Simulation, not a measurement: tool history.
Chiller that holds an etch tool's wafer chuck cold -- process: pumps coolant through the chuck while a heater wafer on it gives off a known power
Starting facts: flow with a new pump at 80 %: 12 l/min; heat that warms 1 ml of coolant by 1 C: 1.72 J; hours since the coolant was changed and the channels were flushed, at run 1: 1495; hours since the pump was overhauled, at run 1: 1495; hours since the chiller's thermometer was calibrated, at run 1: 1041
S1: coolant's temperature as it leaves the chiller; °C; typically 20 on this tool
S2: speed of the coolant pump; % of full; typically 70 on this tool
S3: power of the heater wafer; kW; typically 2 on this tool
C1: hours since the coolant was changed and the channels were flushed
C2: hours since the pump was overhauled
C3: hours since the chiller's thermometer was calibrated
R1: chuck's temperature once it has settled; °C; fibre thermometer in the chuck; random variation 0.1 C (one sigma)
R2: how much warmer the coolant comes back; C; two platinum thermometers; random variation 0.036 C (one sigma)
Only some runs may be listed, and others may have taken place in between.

Run 1, hour 0: usual settings; C1 1495; C2 1495; C3 1041. Result: R1 38.2 °C, R2 6.64 C.
Run 2, hour 32.3: usual settings; C1 1527; C2 1527; C3 1073. Result: R1 38.2 °C, R2 6.64 C.
Run 3, hour 75.8: usual settings; C1 1571; C2 1571; C3 1117. Result: R1 38 °C, R2 6.6 C.
Run 4, hour 113: usual settings; C1 1608; C2 1608; C3 1154. Result: R1 38.3 °C, R2 6.67 C.
Run 5, hour 141.3: usual settings; C1 1636; C2 1636; C3 1182. Result: R1 38.2 °C, R2 6.6 C.
Run 6, hour 182.5: usual settings but S1 15 °C; C1 1677; C2 1677; C3 1224. Result: R1 33.1 °C, R2 6.62 C.
Run 7, hour 226.6: usual settings but S1 15 °C, S3 1.996 kW; C1 1721; C2 1721; C3 1268. Result: R1 33.3 °C, R2 6.61 C.
Run 8, hour 283.5: usual settings; C1 1778; C2 1778; C3 1325. Result: R1 38.3 °C, R2 6.59 C.
Run 9, hour 332.3: usual settings; C1 1827; C2 1827; C3 1373. Result: R1 38.1 °C, R2 6.57 C.
Run 10, hour 364.7: usual settings but S2 71 % of full; C1 1860; C2 1860; C3 1406. Result: R1 38.1 °C, R2 6.49 C.
Run 11, hour 401.1: usual settings but S2 71 % of full; C1 1896; C2 1896; C3 1442. Result: R1 38.1 °C, R2 6.52 C.
Run 12, hour 434.5: usual settings but S1 14 °C, S2 78 % of full, S3 1.413 kW; C1 1929; C2 1929; C3 1476. Result: R1 26.2 °C, R2 4.16 C.
Run 13, hour 468.8: usual settings but S1 14 °C, S2 78 % of full, S3 1.413 kW; C1 1964; C2 1964; C3 1510. Result: R1 26.1 °C, R2 4.12 C.
Run 14, hour 523.7: usual settings but S1 14 °C, S2 78 % of full, S3 1.413 kW; C1 2018; C2 2018; C3 1565. Result: R1 26.1 °C, R2 4.11 C.
Run 15, hour 584.9: usual settings but S1 11 °C, S2 62 % of full, S3 1.913 kW; C1 2080; C2 2080; C3 1626. Result: R1 29.7 °C, R2 7.14 C.
Run 16, hour 630.5: usual settings but S1 12 °C, S2 79 % of full, S3 1.333 kW; C1 2125; C2 2125; C3 1672. Result: R1 23.3 °C, R2 3.78 C.
Run 17, hour 676.1: usual settings but S1 12 °C, S2 79 % of full, S3 1.333 kW; C1 2171; C2 2171; C3 1717. Result: R1 23.3 °C, R2 3.86 C.
Run 18, hour 723.4: usual settings but S1 27 °C, S2 96 % of full, S3 1.369 kW; C1 2218; C2 2218; C3 1765. Result: R1 37.4 °C, R2 3.21 C.
Run 19, hour 775: usual settings but S1 27 °C, S2 96 % of full, S3 1.369 kW; C1 2270; C2 2270; C3 1816. Result: R1 37.4 °C, R2 3.12 C.
Run 20, hour 826.6: usual settings but S1 27 °C, S2 67 % of full, S3 1.863 kW; C1 2321; C2 2321; C3 1868. Result: R1 44.3 °C, R2 6.39 C.

Here are 3 independent what-if runs from the current tool condition. What would each one return?
Run A, hour 883.6: usual settings but S1 28 °C, S2 73 % of full, S3 1.236 kW; C1 2378; C2 2378; C3 1925. Result: R1 ?, R2 ?.
Run B, hour 883.6: usual settings but S1 27 °C, S2 88 % of full, S3 2.038 kW; C1 2378; C2 2378; C3 1925. Result: R1 ?, R2 ?.
Run C, hour 883.6: usual settings but S1 21 °C, S2 64 % of full; C1 2378; C2 2378; C3 1925. Result: R1 ?, R2 ?.

run    R1    R2
  A  39.1  3.82
  B  43.4  5.25
  C  40.1   7.2
The same runs, with their run-to-run variation unchanged, on a tool lacking any hidden condition would have given:
run    R1    R2
  A  39.1  3.98
  B  43.4  5.41
  C  40.1  7.36
